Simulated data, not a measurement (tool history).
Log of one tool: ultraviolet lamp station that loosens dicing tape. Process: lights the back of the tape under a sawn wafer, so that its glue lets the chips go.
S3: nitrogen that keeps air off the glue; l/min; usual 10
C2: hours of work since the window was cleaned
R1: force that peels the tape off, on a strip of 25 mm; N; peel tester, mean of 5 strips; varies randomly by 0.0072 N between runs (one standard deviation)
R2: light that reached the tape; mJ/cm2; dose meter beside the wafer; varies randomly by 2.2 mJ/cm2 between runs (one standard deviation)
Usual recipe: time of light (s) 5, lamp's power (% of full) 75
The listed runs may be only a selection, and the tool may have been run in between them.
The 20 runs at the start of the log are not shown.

At hour 429.9: window cleaned of glue's vapour.
Run 21, hour 440.5: usual settings but time of light (s) 4, lamp's power (% of full) 64, S3 4 l/min; hours of work of the lamp 499; C2 6. Result: R1 1.791 N, R2 119 mJ/cm2.
Run 22, hour 460.8: usual settings but time of light (s) 8; hours of work of the lamp 510; C2 18. Result: R1 0.132 N, R2 279 mJ/cm2.
Run 23, hour 477.3: usual settings but time of light (s) 7, lamp's power (% of full) 93, S3 6 l/min; hours of work of the lamp 520; C2 27. Result: R1 0.165 N, R2 300 mJ/cm2.
Run 24, hour 505.2: usual settings but time of light (s) 7, lamp's power (% of full) 93, S3 6 l/min; hours of work of the lamp 536; C2 44. Result: R1 0.164 N, R2 294 mJ/cm2.
Run 25, hour 521.9: usual settings but time of light (s) 7, lamp's power (% of full) 93, S3 6 l/min; hours of work of the lamp 546; C2 53. Result: R1 0.165 N, R2 297 mJ/cm2.
Run 26, hour 547.7: usual settings but time of light (s) 8, lamp's power (% of full) 88; hours of work of the lamp 561; C2 68. Result: R1 0.122 N, R2 319 mJ/cm2.
Run 27, hour 572.2: usual settings but time of light (s) 7, lamp's power (% of full) 68, S3 9 l/min; hours of work of the lamp 575; C2 82. Result: R1 0.212 N, R2 217 mJ/cm2.
Run 28, hour 597.4: usual settings but time of light (s) 4, lamp's power (% of full) 94, S3 4 l/min; hours of work of the lamp 589; C2 97. Result: R1 0.957 N, R2 171 mJ/cm2.
Run 29, hour 623.6: usual settings but time of light (s) 4, lamp's power (% of full) 94, S3 4 l/min; hours of work of the lamp 605; C2 112. Result: R1 0.928 N, R2 168 mJ/cm2.
Run 30, hour 644.1: usual settings but time of light (s) 4, lamp's power (% of full) 94, S3 4 l/min; hours of work of the lamp 616; C2 124. Result: R1 0.961 N, R2 169 mJ/cm2.
Run 31, hour 667.6: usual settings but time of light (s) 4, lamp's power (% of full) 94, S3 4 l/min; hours of work of the lamp 630; C2 138. Result: R1 0.948 N, R2 169 mJ/cm2.
Run 32, hour 681.7: usual settings but time of light (s) 4, lamp's power (% of full) 94, S3 4 l/min; hours of work of the lamp 638; C2 146. Result: R1 1.023 N, R2 166 mJ/cm2.
Run 33, hour 705.5: usual settings but time of light (s) 4, lamp's power (% of full) 94, S3 4 l/min; hours of work of the lamp 652; C2 160. Result: R1 0.943 N, R2 163 mJ/cm2.
Run 34, hour 730.6: usual settings but time of light (s) 7, lamp's power (% of full) 94, S3 4 l/min; hours of work of the lamp 667; C2 174. Result: R1 0.266 N, R2 289 mJ/cm2.
Run 35, hour 759.3: usual settings but time of light (s) 4, lamp's power (% of full) 100, S3 18 l/min; hours of work of the lamp 683; C2 191. Result: R1 0.197 N, R2 177 mJ/cm2.
Run 36, hour 778.2: usual settings but time of light (s) 3, lamp's power (% of full) 63, S3 14 l/min; hours of work of the lamp 694; C2 202. Result: R1 1.371 N, R2 84 mJ/cm2.

4 ways to go on from here, each from the tool as it stands after run 36. What would each give?
Run A, hour 795.5: usual settings but time of light (s) 6, lamp's power (% of full) 91, S3 14 l/min; hours of work of the lamp 704; C2 212. Result: R1 ?, R2 ?.
Run B, hour 795.5: usual settings but lamp's power (% of full) 82; hours of work of the lamp 704; C2 212. Result: R1 ?, R2 ?.
Run C, hour 795.5: usual settings but time of light (s) 10, lamp's power (% of full) 87, S3 11 l/min; hours of work of the lamp 704; C2 212. Result: R1 ?, R2 ?.
Run D, hour 795.5: usual settings but time of light (s) 2, lamp's power (% of full) 79, S3 6 l/min; hours of work of the lamp 704; C2 212. Result: R1 ?, R2 ?.

run     R1   R2
  A  0.139  235
  B  0.301  174
  C    0.1  380
  D   3.16   69
Take away the tool's hidden state, keep each run's random variation, and the runs would have read:
run     R1   R2
  A  0.121  277
  B  0.201  205
  C  0.099  448
  D  2.571   81
